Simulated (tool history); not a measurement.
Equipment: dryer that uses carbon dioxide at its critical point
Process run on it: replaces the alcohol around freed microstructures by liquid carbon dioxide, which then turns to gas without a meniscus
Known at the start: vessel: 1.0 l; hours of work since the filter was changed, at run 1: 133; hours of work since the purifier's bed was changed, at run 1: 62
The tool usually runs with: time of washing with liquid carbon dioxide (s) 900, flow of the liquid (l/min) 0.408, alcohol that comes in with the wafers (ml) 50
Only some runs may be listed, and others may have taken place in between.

run  hour  time of washing with liquid carbon dioxide (s)  flow of the liquid (l/min)  alcohol that comes in with the wafers (ml)  hours of work since the filter was changed  hours of work since the purifier's bed was changed  alcohol left in the vessel before it's heated (ppm by volume)
  1     0                                             900                       0.408                                          50                                         133                                                  62                                                            500
  2   5.3                                             900                       0.408                                          50                                         136                                                  64                                                            515
  3  13.3                                             900                       0.408                                          50                                         140                                                  68                                                            508
  4    20                                             900                       0.408                                          50                                         143                                                  72                                                            531
  5    29                                             900                       0.408                                          50                                         148                                                  76                                                            525
  6  34.2                                             600                       0.426                                          32                                         150                                                  79                                                           1393
  7  43.2                                             600                       0.426                                          32                                         155                                                  83                                                           1374
  8  49.6                                             780                       0.496                                          32                                         158                                                  86                                                            312
  9  54.8                                             780                       0.496                                          32                                         160                                                  89                                                            311
 10  62.6                                            1320                       0.246                                          42                                         164                                                  93                                                            739

Alternative continuations, all from the tool just after run 10; predict every row:
  A    67                                            1200                       0.322                                          20                                         166                                                  95                                                              ?
  B    67                                             840                       0.246                                          42                                         166                                                  95                                                              ?
  C    67                                             900                        0.34                                          74                                         166                                                  95                                                              ?
  D    67                                             900                       0.488                                          50                                         166                                                  95                                                              ?
  E    67                                             960                       0.408                                          50                                         166                                                  95                                                              ?

run  alcohol left in the vessel before it's heated (ppm by volume)
  A                                                            189
  B                                                           3294
  C                                                           1717
  D                                                            264
  E                                                            433
Had the tool no hidden state, the same runs would have come out as:
run  alcohol left in the vessel before it's heated (ppm by volume)
  A                                                             80
  B                                                           2098
  C                                                            889
  D                                                            107
  E                                                            181
